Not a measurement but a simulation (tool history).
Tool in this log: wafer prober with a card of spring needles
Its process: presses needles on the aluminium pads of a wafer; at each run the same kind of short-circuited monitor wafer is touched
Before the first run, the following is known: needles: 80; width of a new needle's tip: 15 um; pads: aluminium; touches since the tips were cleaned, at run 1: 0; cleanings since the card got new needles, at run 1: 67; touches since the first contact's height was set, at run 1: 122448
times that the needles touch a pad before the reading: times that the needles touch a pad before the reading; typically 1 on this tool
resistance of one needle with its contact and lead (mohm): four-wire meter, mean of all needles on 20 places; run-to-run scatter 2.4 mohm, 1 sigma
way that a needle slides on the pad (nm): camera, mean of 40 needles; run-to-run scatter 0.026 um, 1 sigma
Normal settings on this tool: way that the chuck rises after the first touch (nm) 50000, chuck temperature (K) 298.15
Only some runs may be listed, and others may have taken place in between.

| run | hour | way that the chuck rises after the first touch (nm) | chuck temperature (K) | times that the needles touch a pad before the reading | touches since the tips were cleaned | cleanings since the card got new needles | touches since the first contact's height was set | resistance of one needle with its contact and lead (mohm) | way that a needle slides on the pad (nm) |
|---|---|---|---|---|---|---|---|---|---|
| 1 | 0.0 | 50000 | 298.15 | 1 | 0 | 67 | 122448 | 292 | 13260 |
|  | 16.2 | tips cleaned on abrasive film |
| 2 | 28.3 | 50000 | 298.15 | 1 | 3557 | 68 | 130735 | 528 | 13210 |
|  | 33.8 | tips cleaned on abrasive film |
| 3 | 49.6 | 50000 | 298.15 | 1 | 4633 | 69 | 136968 | 463 | 13180 |
|  | 51.9 | tips cleaned on abrasive film |
|  | 70.2 | tips cleaned on abrasive film |
| 4 | 78.0 | 50000 | 298.15 | 1 | 2284 | 71 | 145269 | 403 | 13210 |
|  | 87.3 | tips cleaned on abrasive film |
|  | 104.1 | tips cleaned on abrasive film |
| 5 | 109.4 | 50000 | 298.15 | 1 | 1534 | 73 | 154438 | 368 | 13120 |
|  | 111.8 | tips cleaned on abrasive film, once more |
|  | 129.9 | tips cleaned on abrasive film |
| 6 | 140.7 | 50000 | 350.15 | 1 | 3181 | 75 | 163614 | 430 | 13170 |
|  | 147.5 | tips cleaned on abrasive film |
|  | 166.1 | tips cleaned on abrasive film |
| 7 | 173.4 | 50000 | 350.15 | 1 | 2157 | 77 | 173171 | 404 | 13110 |
|  | 183.9 | tips cleaned on abrasive film |
|  | 200.4 | tips cleaned on abrasive film |
| 8 | 208.0 | 61000 | 298.15 | 3 | 2246 | 79 | 183282 | 309 | 16110 |
|  | 219.0 | tips cleaned on abrasive film |
|  | 236.4 | tips cleaned on abrasive film |
| 9 | 244.8 | 47000 | 310.15 | 2 | 2464 | 81 | 194038 | 369 | 12290 |
|  | 252.9 | tips cleaned on abrasive film |
| 10 | 266.1 | 47000 | 310.15 | 2 | 3871 | 82 | 200279 | 396 | 12230 |
|  | 269.3 | tips cleaned on abrasive film |
|  | 286.8 | tips cleaned on abrasive film |
| 11 | 301.2 | 50000 | 298.15 | 1 | 4237 | 84 | 210562 | 469 | 13020 |
|  | 304.2 | tips cleaned on abrasive film |
|  | 321.9 | tips cleaned on abrasive film |
| 12 | 331.7 | 50000 | 298.15 | 1 | 2873 | 86 | 219457 | 432 | 13050 |
|  | 339.4 | tips cleaned on abrasive film |
| 13 | 348.2 | 44000 | 389.15 | 2 | 2589 | 87 | 224296 | 402 | 11390 |
|  | 357.5 | tips cleaned on abrasive film |
|  | 375.5 | tips cleaned on abrasive film |
| 14 | 379.4 | 44000 | 389.15 | 2 | 1165 | 89 | 233412 | 372 | 11370 |

Below are 5 alternative next runs, each starting from the tool's condition after run 14. Predict each:
|  | 391.9 | tips cleaned on abrasive film |
|  | 409.6 | tips cleaned on abrasive film |
|  | 409.9 | height of the first contact set anew |
| A | 411.4 | 30000 | 330.15 | 2 | 421 | 91 | 421 | ? | ? |
|  | 391.9 | tips cleaned on abrasive film |
|  | 409.6 | tips cleaned on abrasive film |
|  | 409.9 | height of the first contact set anew |
| B | 411.4 | 39000 | 306.15 | 2 | 421 | 91 | 421 | ? | ? |
|  | 391.9 | tips cleaned on abrasive film |
|  | 409.6 | tips cleaned on abrasive film |
|  | 409.9 | height of the first contact set anew |
| C | 411.4 | 50000 | 298.15 | 1 | 421 | 91 | 421 | ? | ? |
|  | 391.9 | tips cleaned on abrasive film |
|  | 409.6 | tips cleaned on abrasive film |
|  | 409.9 | height of the first contact set anew |
| D | 411.4 | 52000 | 316.15 | 2 | 421 | 91 | 421 | ? | ? |
|  | 391.9 | tips cleaned on abrasive film |
|  | 409.6 | tips cleaned on abrasive film |
|  | 409.9 | height of the first contact set anew |
| E | 411.4 | 50000 | 300.15 | 1 | 421 | 91 | 421 | ? | ? |

| run | resistance of one needle with its contact and lead (mohm) | way that a needle slides on the pad (nm) |
|---|---|---|
| A | 368 | 8130 |
| B | 324 | 10540 |
| C | 319 | 13500 |
| D | 304 | 14070 |
| E | 321 | 13510 |
With no hidden state in the tool, these same runs would have given:
| run | resistance of one needle with its contact and lead (mohm) | way that a needle slides on the pad (nm) |
|---|---|---|
| A | 305 | 8130 |
| B | 283 | 10540 |
| C | 275 | 13500 |
| D | 279 | 14070 |
| E | 277 | 13510 |
